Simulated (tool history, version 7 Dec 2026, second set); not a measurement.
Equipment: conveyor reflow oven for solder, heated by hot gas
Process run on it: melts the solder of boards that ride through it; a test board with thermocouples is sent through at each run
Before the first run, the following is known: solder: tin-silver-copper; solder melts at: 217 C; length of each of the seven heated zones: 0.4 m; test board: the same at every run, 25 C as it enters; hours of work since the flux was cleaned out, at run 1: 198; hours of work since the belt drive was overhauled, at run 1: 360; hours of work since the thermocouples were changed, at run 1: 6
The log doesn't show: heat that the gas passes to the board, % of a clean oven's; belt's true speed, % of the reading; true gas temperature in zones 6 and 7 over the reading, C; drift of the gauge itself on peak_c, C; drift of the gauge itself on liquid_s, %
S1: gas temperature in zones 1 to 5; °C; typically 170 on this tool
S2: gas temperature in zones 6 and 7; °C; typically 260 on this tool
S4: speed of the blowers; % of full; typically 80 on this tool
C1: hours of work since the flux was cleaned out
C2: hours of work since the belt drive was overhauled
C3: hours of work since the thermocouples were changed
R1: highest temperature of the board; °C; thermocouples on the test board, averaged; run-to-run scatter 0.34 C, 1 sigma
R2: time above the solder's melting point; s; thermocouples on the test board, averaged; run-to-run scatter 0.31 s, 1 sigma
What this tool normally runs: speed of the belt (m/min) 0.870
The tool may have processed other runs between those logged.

run 1 hour=0.0 | S1=170 S2=260 speed_of_the_belt_(m/min)=0.870 S4=80 | C1=198 C2=360 C3=6 | R1=243.7 R2=35.5
run 2 hour=63.9 | S1=170 S2=260 speed_of_the_belt_(m/min)=0.870 S4=81 | C1=246 C2=408 C3=54 | R1=243.6 R2=34.7
run 3 hour=121.6 | S1=170 S2=260 speed_of_the_belt_(m/min)=0.870 S4=80 | C1=289 C2=452 C3=98 | R1=243.4 R2=34.5
run 4 hour=179.3 | S1=170 S2=260 speed_of_the_belt_(m/min)=0.870 S4=80 | C1=333 C2=495 C3=141 | R1=242.9 R2=34.9
run 5 hour=209.8 | S1=170 S2=260 speed_of_the_belt_(m/min)=0.870 S4=80 | C1=356 C2=518 C3=164 | R1=243.2 R2=34.6
run 6 hour=244.3 | S1=170 S2=260 speed_of_the_belt_(m/min)=0.870 S4=66 | C1=382 C2=544 C3=190 | R1=239.1 R2=30.3
-- hour=296.5 flux residue cleaned out of gas plates and filters
run 7 hour=315.6 | S1=170 S2=260 speed_of_the_belt_(m/min)=0.870 S4=80 | C1=14 C2=594 C3=240 | R1=245.6 R2=36.7
run 8 hour=350.0 | S1=170 S2=260 speed_of_the_belt_(m/min)=0.870 S4=80 | C1=40 C2=620 C3=266 | R1=244.9 R2=36.5
run 9 hour=414.2 | S1=170 S2=260 speed_of_the_belt_(m/min)=0.870 S4=80 | C1=89 C2=668 C3=314 | R1=244.7 R2=36.0
run 10 hour=473.7 | S1=170 S2=260 speed_of_the_belt_(m/min)=0.870 S4=80 | C1=133 C2=713 C3=359 | R1=243.9 R2=35.8
run 11 hour=505.0 | S1=170 S2=260 speed_of_the_belt_(m/min)=0.870 S4=80 | C1=157 C2=737 C3=383 | R1=244.4 R2=36.2
run 12 hour=539.3 | S1=170 S2=260 speed_of_the_belt_(m/min)=0.870 S4=80 | C1=183 C2=762 C3=408 | R1=243.7 R2=36.1
run 13 hour=579.5 | S1=170 S2=260 speed_of_the_belt_(m/min)=0.877 S4=80 | C1=213 C2=793 C3=439 | R1=243.7 R2=34.9
run 14 hour=623.5 | S1=184 S2=260 speed_of_the_belt_(m/min)=0.877 S4=80 | C1=246 C2=826 C3=472 | R1=246.3 R2=41.3
run 15 hour=655.8 | S1=180 S2=260 speed_of_the_belt_(m/min)=0.877 S4=80 | C1=271 C2=850 C3=496 | R1=245.0 R2=38.8
run 16 hour=716.1 | S1=180 S2=260 speed_of_the_belt_(m/min)=0.877 S4=80 | C1=316 C2=895 C3=542 | R1=244.5 R2=38.6
run 17 hour=763.4 | S1=180 S2=267 speed_of_the_belt_(m/min)=0.877 S4=80 | C1=352 C2=931 C3=577 | R1=250.3 R2=41.9
run 18 hour=836.5 | S1=180 S2=267 speed_of_the_belt_(m/min)=0.877 S4=80 | C1=407 C2=986 C3=632 | R1=250.6 R2=41.9
-- hour=854.2 flux residue cleaned out of gas plates and filters
-- hour=873.9 thermocouples of zones 6 and 7 changed
run 19 hour=896.7 | S1=170 S2=260 speed_of_the_belt_(m/min)=0.954 S4=57 | C1=31 C2=1026 C3=17 | R1=234.5 R2=23.0
run 20 hour=960.2 | S1=170 S2=260 speed_of_the_belt_(m/min)=0.870 S4=71 | C1=78 C2=1074 C3=65 | R1=242.6 R2=34.9
run 21 hour=1028.4 | S1=170 S2=260 speed_of_the_belt_(m/min)=0.891 S4=71 | C1=130 C2=1125 C3=116 | R1=241.1 R2=32.4
run 22 hour=1096.7 | S1=170 S2=260 speed_of_the_belt_(m/min)=0.708 S4=67 | C1=181 C2=1177 C3=168 | R1=247.0 R2=47.7
run 23 hour=1170.8 | S1=170 S2=268 speed_of_the_belt_(m/min)=0.980 S4=67 | C1=237 C2=1233 C3=224 | R1=242.7 R2=29.4
run 24 hour=1224.6 | S1=170 S2=268 speed_of_the_belt_(m/min)=0.980 S4=67 | C1=278 C2=1273 C3=264 | R1=242.3 R2=29.1
run 25 hour=1274.9 | S1=170 S2=268 speed_of_the_belt_(m/min)=0.980 S4=67 | C1=315 C2=1311 C3=302 | R1=241.6 R2=29.0
run 26 hour=1314.2 | S1=170 S2=268 speed_of_the_belt_(m/min)=0.980 S4=67 | C1=345 C2=1341 C3=332 | R1=241.4 R2=27.9
run 27 hour=1371.5 | S1=168 S2=260 speed_of_the_belt_(m/min)=0.807 S4=78 | C1=388 C2=1384 C3=375 | R1=244.2 R2=39.0
-- hour=1416.5 flux residue cleaned out of gas plates and filters
run 28 hour=1444.6 | S1=156 S2=256 speed_of_the_belt_(m/min)=0.727 S4=80 | C1=21 C2=1435 C3=426 | R1=243.8 R2=42.1
run 29 hour=1484.5 | S1=185 S2=256 speed_of_the_belt_(m/min)=1.037 S4=80 | C1=51 C2=1465 C3=456 | R1=238.3 R2=29.9
run 30 hour=1549.8 | S1=170 S2=271 speed_of_the_belt_(m/min)=0.870 S4=53 | C1=100 C2=1514 C3=505 | R1=244.5 R2=34.3

Alternative continuations, all from the tool just after run 30; predict every row:
run A hour=1582.8 | S1=166 S2=266 speed_of_the_belt_(m/min)=0.870 S4=80 | C1=125 C2=1539 C3=530 | R1=? R2=?
run B hour=1582.8 | S1=164 S2=250 speed_of_the_belt_(m/min)=0.923 S4=80 | C1=125 C2=1539 C3=530 | R1=? R2=?
run C hour=1582.8 | S1=157 S2=271 speed_of_the_belt_(m/min)=0.870 S4=87 | C1=125 C2=1539 C3=530 | R1=? R2=?
run D hour=1582.8 | S1=164 S2=268 speed_of_the_belt_(m/min)=0.870 S4=80 | C1=125 C2=1539 C3=530 | R1=? R2=?
run E hour=1582.8 | S1=170 S2=259 speed_of_the_belt_(m/min)=0.936 S4=80 | C1=125 C2=1539 C3=530 | R1=? R2=?

run=A R1=248.6 R2=38.4
run=B R1=233.1 R2=23.6
run=C R1=252.6 R2=38.3
run=D R1=249.5 R2=37.9
run=E R1=240.8 R2=30.5
With the hidden condition removed and each run's random variation left untouched, the same runs would have given:
run=A R1=249.7 R2=38.5
run=B R1=234.2 R2=24.3
run=C R1=253.9 R2=38.3
run=D R1=250.6 R2=38.0
run=E R1=241.9 R2=30.8
